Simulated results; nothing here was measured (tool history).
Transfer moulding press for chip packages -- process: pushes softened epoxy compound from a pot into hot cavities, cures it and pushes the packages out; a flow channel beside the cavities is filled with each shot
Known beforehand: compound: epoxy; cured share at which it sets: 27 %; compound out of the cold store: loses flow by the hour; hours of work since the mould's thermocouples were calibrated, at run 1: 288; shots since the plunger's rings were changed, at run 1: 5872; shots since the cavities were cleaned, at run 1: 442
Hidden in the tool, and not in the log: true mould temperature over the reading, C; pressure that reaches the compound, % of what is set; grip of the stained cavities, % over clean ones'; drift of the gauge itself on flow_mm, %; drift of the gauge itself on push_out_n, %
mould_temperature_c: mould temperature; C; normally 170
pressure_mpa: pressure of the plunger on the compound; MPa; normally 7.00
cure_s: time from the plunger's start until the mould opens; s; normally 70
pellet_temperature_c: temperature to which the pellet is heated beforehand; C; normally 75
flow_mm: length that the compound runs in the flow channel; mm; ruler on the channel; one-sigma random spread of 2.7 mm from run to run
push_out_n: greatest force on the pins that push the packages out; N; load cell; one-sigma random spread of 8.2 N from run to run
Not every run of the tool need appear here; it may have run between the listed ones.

run,day,mould_temperature_c,pressure_mpa,cure_s,pellet_temperature_c,hours of work since the mould's thermocouples were calibrated,shots since the plunger's rings were changed,shots since the cavities were cleaned,incoming compound's hours out of the cold store,flow_mm,push_out_n
1,0.000,170,7.00,70,75,288,5872,442,18.5,776,498
# day 0.725: cavities cleaned with cleaning compound and waxed
2,1.546,170,7.00,70,75,313,6522,360,38.0,679,635
# day 2.029: plunger's sealing rings changed
# day 2.504: cavities cleaned with cleaning compound and waxed
3,3.250,170,7.00,70,75,338,508,327,15.1,833,470
# day 4.088: cavities cleaned with cleaning compound and waxed
4,4.500,170,7.00,70,75,358,1026,180,38.2,719,404
5,5.467,170,7.00,70,75,374,1450,604,12.7,839,527
# day 5.696: cavities cleaned with cleaning compound and waxed
# day 7.267: cavities cleaned with cleaning compound and waxed
6,7.575,170,7.00,70,75,408,2319,135,20.0,804,406
# day 8.838: cavities cleaned with cleaning compound and waxed
7,9.192,170,7.00,70,75,434,3000,155,10.6,838,421
# day 9.883: cavities cleaned with cleaning compound and waxed, once more
8,10.879,171,7.00,70,75,461,3711,435,29.8,737,485
# day 11.538: cavities cleaned with cleaning compound and waxed
9,12.300,171,7.00,70,75,484,4306,333,19.0,786,451
# day 13.021: mould's thermocouples calibrated
# day 13.217: cavities cleaned with cleaning compound and waxed
10,13.375,171,7.00,70,75,5,4713,69,42.7,674,379
11,14.296,171,7.00,70,78,20,5116,472,34.2,709,484
# day 14.825: cavities cleaned with cleaning compound and waxed
12,15.817,176,7.00,70,80,45,5754,434,13.3,796,454
# day 16.488: cavities cleaned with cleaning compound and waxed
13,17.404,176,7.00,70,80,70,6423,402,16.6,774,441
# day 18.071: plunger's sealing rings changed
# day 18.329: cavities cleaned with cleaning compound and waxed
14,18.542,164,7.00,95,66,87,180,94,41.0,729,392
# day 19.958: cavities cleaned with cleaning compound and waxed
15,20.712,162,8.14,95,66,122,1103,331,9.0,963,469
# day 21.671: cavities cleaned with cleaning compound and waxed
16,22.096,162,8.14,95,66,144,1680,185,45.5,756,398
# day 23.421: cavities cleaned with cleaning compound and waxed
17,23.754,162,8.14,95,66,171,2379,146,12.8,932,412
18,24.921,162,8.14,95,66,190,2890,657,46.1,748,512
# day 25.171: cavities cleaned with cleaning compound and waxed
19,26.346,177,7.00,70,77,213,3486,513,18.2,783,458

Predict each of these 3 candidate next runs independently; none follows another, all start after run 19:
# day 26.750: cavities cleaned with cleaning compound and waxed
A,27.888,170,7.00,70,66,238,4135,498,40.2,?,?
# day 26.750: cavities cleaned with cleaning compound and waxed
B,27.888,170,5.74,74,75,238,4135,498,31.3,?,?
# day 26.750: cavities cleaned with cleaning compound and waxed
C,27.888,178,7.00,70,77,238,4135,498,19.9,?,?

run,flow_mm,push_out_n
A,690,506
B,656,480
C,767,477
Take away the tool's hidden state, keep each run's random variation, and the runs would have read:
run,flow_mm,push_out_n
A,719,358
B,683,342
C,800,340

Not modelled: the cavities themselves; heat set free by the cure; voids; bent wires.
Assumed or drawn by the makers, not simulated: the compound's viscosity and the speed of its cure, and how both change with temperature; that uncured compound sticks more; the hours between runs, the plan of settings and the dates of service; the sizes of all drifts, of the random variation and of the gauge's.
